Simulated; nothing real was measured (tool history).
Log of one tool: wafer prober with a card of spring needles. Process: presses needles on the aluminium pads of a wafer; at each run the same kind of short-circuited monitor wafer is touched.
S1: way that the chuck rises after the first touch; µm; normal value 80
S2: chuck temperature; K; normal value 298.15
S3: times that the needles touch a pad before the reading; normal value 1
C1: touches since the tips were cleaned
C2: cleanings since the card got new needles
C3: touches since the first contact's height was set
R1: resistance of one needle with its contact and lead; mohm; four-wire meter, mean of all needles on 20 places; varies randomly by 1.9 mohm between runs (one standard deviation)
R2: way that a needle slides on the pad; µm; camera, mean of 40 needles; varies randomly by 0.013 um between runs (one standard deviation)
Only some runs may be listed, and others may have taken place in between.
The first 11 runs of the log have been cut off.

{"hour": 355.7, "done": "tips cleaned on abrasive film"}
{"run": 12, "hour": 358.0, "S1": 80, "S2": 298.15, "S3": 1, "C1": 322, "C2": 29, "C3": 124282, "R1": 200, "R2": 9.84}
{"hour": 385.8, "done": "tips cleaned on abrasive film"}
{"run": 13, "hour": 385.8, "S1": 80, "S2": 298.15, "S3": 1, "C1": 0, "C2": 30, "C3": 128240, "R1": 200, "R2": 9.84}
{"hour": 414.3, "done": "tips cleaned on abrasive film"}
{"run": 14, "hour": 426.7, "S1": 80, "S2": 298.15, "S3": 1, "C1": 1765, "C2": 31, "C3": 134056, "R1": 204, "R2": 9.84}
{"hour": 445.7, "done": "tips cleaned on abrasive film"}
{"run": 15, "hour": 468.4, "S1": 80, "S2": 298.15, "S3": 1, "C1": 3235, "C2": 32, "C3": 139990, "R1": 200, "R2": 9.87}
{"hour": 476.6, "done": "tips cleaned on abrasive film"}
{"run": 16, "hour": 503.0, "S1": 80, "S2": 380.15, "S3": 1, "C1": 3765, "C2": 33, "C3": 144908, "R1": 216, "R2": 9.84}
{"hour": 507.2, "done": "tips cleaned on abrasive film"}
{"hour": 536.4, "done": "tips cleaned on abrasive film"}
{"run": 17, "hour": 542.3, "S1": 66, "S2": 326.15, "S3": 2, "C1": 842, "C2": 35, "C3": 150496, "R1": 207, "R2": 8.14}
{"hour": 566.6, "done": "tips cleaned on abrasive film"}
{"run": 18, "hour": 566.6, "S1": 66, "S2": 326.15, "S3": 2, "C1": 0, "C2": 36, "C3": 153944, "R1": 206, "R2": 8.15}
{"hour": 595.8, "done": "tips cleaned on abrasive film"}
{"run": 19, "hour": 607.9, "S1": 80, "S2": 301.15, "S3": 2, "C1": 1738, "C2": 37, "C3": 159825, "R1": 200, "R2": 9.87}
{"hour": 625.6, "done": "tips cleaned on abrasive film"}
{"run": 20, "hour": 632.7, "S1": 80, "S2": 301.15, "S3": 2, "C1": 1021, "C2": 38, "C3": 163348, "R1": 202, "R2": 9.89}
{"hour": 645.3, "done": "gauge calibrated"}
{"hour": 657.1, "done": "tips cleaned on abrasive film"}
{"run": 21, "hour": 660.3, "S1": 90, "S2": 313.15, "S3": 1, "C1": 457, "C2": 39, "C3": 167265, "R1": 201, "R2": 11.02}
{"hour": 687.0, "done": "tips cleaned on abrasive film"}
{"run": 22, "hour": 705.2, "S1": 83, "S2": 298.15, "S3": 2, "C1": 2602, "C2": 40, "C3": 173661, "R1": 198, "R2": 10.17}
{"hour": 716.6, "done": "tips cleaned on abrasive film"}
{"run": 23, "hour": 742.3, "S1": 83, "S2": 352.15, "S3": 3, "C1": 3674, "C2": 41, "C3": 178940, "R1": 207, "R2": 10.16}
{"hour": 747.3, "done": "tips cleaned on abrasive film"}
{"hour": 758.4, "done": "height of the first contact set anew"}
{"run": 24, "hour": 775.4, "S1": 88, "S2": 329.15, "S3": 1, "C1": 3957, "C2": 42, "C3": 2424, "R1": 203, "R2": 10.76}
{"hour": 778.1, "done": "tips cleaned on abrasive film"}
{"hour": 808.6, "done": "tips cleaned on abrasive film"}
{"run": 25, "hour": 818.6, "S1": 88, "S2": 337.15, "S3": 1, "C1": 1432, "C2": 44, "C3": 8566, "R1": 205, "R2": 10.78}
{"hour": 838.2, "done": "tips cleaned on abrasive film"}
{"run": 26, "hour": 848.3, "S1": 89, "S2": 337.15, "S3": 2, "C1": 1448, "C2": 45, "C3": 12787, "R1": 208, "R2": 10.88}
{"hour": 868.1, "done": "tips cleaned on abrasive film"}
{"run": 27, "hour": 882.9, "S1": 90, "S2": 324.15, "S3": 3, "C1": 2118, "C2": 46, "C3": 17708, "R1": 203, "R2": 11.03}
{"hour": 899.8, "done": "tips cleaned on abrasive film"}
{"run": 28, "hour": 924.5, "S1": 73, "S2": 298.15, "S3": 1, "C1": 3514, "C2": 47, "C3": 23624, "R1": 202, "R2": 8.94}
{"hour": 931.0, "done": "tips cleaned on abrasive film"}
{"run": 29, "hour": 959.3, "S1": 62, "S2": 336.15, "S3": 2, "C1": 4044, "C2": 48, "C3": 28583, "R1": 210, "R2": 7.63}
{"hour": 963.9, "done": "tips cleaned on abrasive film"}
{"hour": 993.9, "done": "tips cleaned on abrasive film"}
{"run": 30, "hour": 1006.8, "S1": 93, "S2": 336.15, "S3": 2, "C1": 1833, "C2": 50, "C3": 35322, "R1": 207, "R2": 11.44}
{"hour": 1025.1, "done": "tips cleaned on abrasive film"}
{"hour": 1053.9, "done": "tips cleaned on abrasive film"}
{"run": 31, "hour": 1054.8, "S1": 62, "S2": 318.15, "S3": 3, "C1": 130, "C2": 52, "C3": 42142, "R1": 208, "R2": 7.64}
{"run": 32, "hour": 1077.0, "S1": 62, "S2": 318.15, "S3": 3, "C1": 3306, "C2": 52, "C3": 45318, "R1": 207, "R2": 7.65}

Branching from run 32: 3 alternative next runs. What would each branch give?
{"hour": 1084.6, "done": "tips cleaned on abrasive film"}
{"run": "A", "hour": 1107.0, "S1": 92, "S2": 333.15, "S3": 1, "C1": 3193, "C2": 53, "C3": 49579, "R1": "?", "R2": "?"}
{"hour": 1084.6, "done": "tips cleaned on abrasive film"}
{"run": "B", "hour": 1107.0, "S1": 62, "S2": 361.15, "S3": 1, "C1": 3193, "C2": 53, "C3": 49579, "R1": "?", "R2": "?"}
{"hour": 1084.6, "done": "tips cleaned on abrasive film"}
{"run": "C", "hour": 1107.0, "S1": 90, "S2": 350.15, "S3": 2, "C1": 3193, "C2": 53, "C3": 49579, "R1": "?", "R2": "?"}

run=A R1=207 R2=11.34
run=B R1=218 R2=7.64
run=C R1=212 R2=11.1
Without the tool's unlogged condition, the same runs would have read:
run=A R1=207 R2=11.23
run=B R1=217 R2=7.57
run=C R1=211 R2=10.99

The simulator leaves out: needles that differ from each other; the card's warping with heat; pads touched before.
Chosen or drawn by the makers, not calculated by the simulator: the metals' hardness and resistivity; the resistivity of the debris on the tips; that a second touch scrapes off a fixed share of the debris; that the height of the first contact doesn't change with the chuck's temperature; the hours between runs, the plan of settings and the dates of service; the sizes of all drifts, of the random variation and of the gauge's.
